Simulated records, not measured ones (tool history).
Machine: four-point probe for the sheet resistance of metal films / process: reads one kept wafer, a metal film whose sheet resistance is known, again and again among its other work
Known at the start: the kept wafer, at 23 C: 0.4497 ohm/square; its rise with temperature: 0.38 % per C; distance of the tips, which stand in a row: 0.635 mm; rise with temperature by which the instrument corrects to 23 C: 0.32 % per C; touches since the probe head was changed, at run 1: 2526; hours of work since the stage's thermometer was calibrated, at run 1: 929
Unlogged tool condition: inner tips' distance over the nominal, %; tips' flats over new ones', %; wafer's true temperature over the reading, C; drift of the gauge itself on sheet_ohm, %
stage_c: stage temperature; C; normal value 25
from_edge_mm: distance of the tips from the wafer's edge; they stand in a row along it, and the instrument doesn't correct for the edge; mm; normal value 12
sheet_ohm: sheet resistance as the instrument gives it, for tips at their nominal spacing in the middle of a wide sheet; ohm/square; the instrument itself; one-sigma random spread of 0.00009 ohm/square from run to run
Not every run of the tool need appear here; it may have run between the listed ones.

| run | hour | stage_c | from_edge_mm | touches since the probe head was changed | hours of work since the stage's thermometer was calibrated | sheet_ohm |
|---|---|---|---|---|---|---|
| 1 | 0 | 25 | 12 | 2526 | 929 | 0.450338 |
| 2 | 34.7 | 25 | 12 | 3988 | 949 | 0.450381 |
| 3 | 87.3 | 25 | 12 | 6206 | 979 | 0.450111 |
| 4 | 126.8 | 25 | 11 | 7870 | 1002 | 0.450375 |
| 5 | 149.6 | 25 | 23 | 8830 | 1015 | 0.44953 |
| 6 | 177.2 | 25 | 23 | 9991 | 1031 | 0.44969 |
| 7 | 199.4 | 25 | 23 | 10927 | 1044 | 0.449592 |
| 8 | 228.4 | 25 | 9 | 12149 | 1061 | 0.450732 |
| 9 | 269.9 | 25 | 16 | 13900 | 1085 | 0.449713 |
| 10 | 302.9 | 25 | 16 | 15289 | 1104 | 0.449776 |
| 11 | 348.3 | 25 | 16 | 17201 | 1131 | 0.449892 |
| 12 | 384.9 | 25 | 16 | 18744 | 1152 | 0.44963 |
| 13 | 414.7 | 25 | 16 | 19999 | 1169 | 0.449611 |
| 14 | 466.7 | 25 | 16 | 22192 | 1199 | 0.449404 |
| 15 | 507.4 | 25 | 16 | 23908 | 1223 | 0.44934 |
| 16 | 544.3 | 25 | 12 | 25461 | 1244 | 0.449783 |
| 17 | 581.4 | 30 | 12 | 27024 | 1266 | 0.451043 |
| 18 | 616.1 | 30 | 12 | 28487 | 1286 | 0.451073 |
| 19 | 665.6 | 21 | 8 | 30571 | 1315 | 0.449452 |
| 20 | 706.9 | 21 | 8 | 32315 | 1339 | 0.449231 |
| 21 | 757 | 21 | 8 | 34424 | 1368 | 0.449174 |
| 22 | 785.4 | 23 | 52 | 35621 | 1384 | 0.448334 |
| 23 | 833.1 | 21 | 58 | 37629 | 1412 | 0.447705 |
| 24 | 874.6 | 23 | 7 | 39380 | 1436 | 0.450148 |
| 25 | 912.8 | 19 | 5 | 40987 | 1458 | 0.45106 |
| 26 | 966.2 | 27 | 25 | 43238 | 1489 | 0.449398 |
|  | 969.3 | stage's thermometer calibrated |
| 27 | 999.1 | 19 | 8 | 44606 | 17 | 0.448155 |
| 28 | 1036.6 | 26 | 4 | 46186 | 39 | 0.45461 |
| 29 | 1079.3 | 20 | 4 | 47982 | 64 | 0.452813 |
| 30 | 1112.5 | 33 | 9 | 49382 | 83 | 0.451467 |
| 31 | 1163.2 | 22 | 6 | 51521 | 113 | 0.449816 |
| 32 | 1198.8 | 19 | 8 | 53018 | 133 | 0.44767 |
| 33 | 1251.3 | 31 | 10 | 55232 | 164 | 0.450542 |
|  | 1272.5 | stage's thermometer calibrated, once more |
| 34 | 1280.7 | 21 | 14 | 56451 | 5 | 0.448671 |
| 35 | 1309 | 21 | 14 | 57641 | 21 | 0.448542 |
| 36 | 1343 | 22 | 42 | 59075 | 41 | 0.448336 |

Some steps in sheet_ohm between neighbouring runs. How much of each would the tool show without its hidden state too (settings, what came in, random variation), and how much is left for the hidden state, with any gauge scatter that isn't in both results?
Run 23 -> 24: stage_c 21 -> 23, from_edge_mm 58 -> 7. sheet_ohm +0.002443 ohm/square: hidden state -0.000042, all else +0.002485.
Run 26 -> 27: stage_c 27 -> 19, from_edge_mm 25 -> 8, stage's thermometer calibrated. sheet_ohm -0.001243 ohm/square: hidden state -0.000525, all else -0.000718.
Run 27 -> 28: stage_c 19 -> 26, from_edge_mm 8 -> 4. sheet_ohm +0.006455 ohm/square: hidden state -0.000034, all else +0.006489.
Run 30 -> 31: stage_c 33 -> 22, from_edge_mm 9 -> 6. sheet_ohm -0.001651 ohm/square: hidden state -0.000098, all else -0.001553.
Run 32 -> 33: stage_c 19 -> 31, from_edge_mm 8 -> 10. sheet_ohm +0.002872 ohm/square: hidden state -0.000007, all else +0.002879.
Run 33 -> 34: stage_c 31 -> 21, from_edge_mm 10 -> 14, stage's thermometer calibrated, once more. sheet_ohm -0.001871 ohm/square: hidden state +0.001321, all else -0.003192.

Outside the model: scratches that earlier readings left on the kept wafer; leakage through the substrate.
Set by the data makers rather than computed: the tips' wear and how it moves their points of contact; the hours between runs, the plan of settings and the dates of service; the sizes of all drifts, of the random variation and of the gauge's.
